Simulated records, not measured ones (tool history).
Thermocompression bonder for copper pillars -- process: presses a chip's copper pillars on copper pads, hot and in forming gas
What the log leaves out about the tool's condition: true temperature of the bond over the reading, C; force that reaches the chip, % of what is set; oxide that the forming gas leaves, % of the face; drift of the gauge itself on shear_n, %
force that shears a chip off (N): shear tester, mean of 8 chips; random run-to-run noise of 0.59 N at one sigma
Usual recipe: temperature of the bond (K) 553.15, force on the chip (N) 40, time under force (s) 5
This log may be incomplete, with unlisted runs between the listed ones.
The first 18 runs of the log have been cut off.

run,day,temperature of the bond (K),force on the chip (N),time under force (s),hours of work since the heater was calibrated,hours of work since the force cell was calibrated,hours of work since the gas filter was changed,force that shears a chip off (N)
19,10.175,553.15,40,5,205,351,95,42.6
20,10.821,553.15,40,5,214,360,103,41.8
21,11.196,553.15,40,5,219,365,108,43.2
22,11.854,570.15,35,5,228,373,117,48.7
23,12.579,549.15,41,12,237,383,127,56.9
24,13.129,554.15,37,7,245,390,134,45.6
25,13.683,538.15,52,7,252,398,142,50.3
26,14.312,582.15,38,3,260,406,150,49.1
27,14.942,548.15,45,10,269,415,158,57.1
28,15.325,548.15,45,10,274,420,164,57.3
29,16.071,540.15,30,8,284,430,174,30.7
30,16.700,577.15,51,4,292,438,182,65.4
31,17.038,564.15,51,4,297,443,186,56.0
32,17.475,544.15,25,3,303,448,192,18.4
33,18.108,544.15,25,3,311,457,201,17.3
34,18.479,531.15,40,4,316,462,206,27.9
35,19.038,553.15,33,12,323,469,213,48.8
36,19.721,530.15,33,12,333,478,222,34.2
37,20.242,530.15,33,12,340,485,229,34.1
38,20.829,530.15,33,12,347,493,237,35.1
39,21.308,544.15,33,15,354,500,244,46.5
40,21.646,568.15,46,8,358,504,248,66.3
41,22.029,548.15,41,5,363,509,253,40.1

Below are 3 alternative next runs, each starting from the tool's condition after run 41. Predict each:
A,22.433,557.15,40,5,369,515,259,?
B,22.433,550.15,40,5,369,515,259,?
C,22.433,553.15,57,5,369,515,259,?

run,force that shears a chip off (N)
A,44.4
B,40.5
C,57.5
Without the tool's unlogged condition, the same runs would have read:
run,force that shears a chip off (N)
A,45.5
B,41.5
C,58.9

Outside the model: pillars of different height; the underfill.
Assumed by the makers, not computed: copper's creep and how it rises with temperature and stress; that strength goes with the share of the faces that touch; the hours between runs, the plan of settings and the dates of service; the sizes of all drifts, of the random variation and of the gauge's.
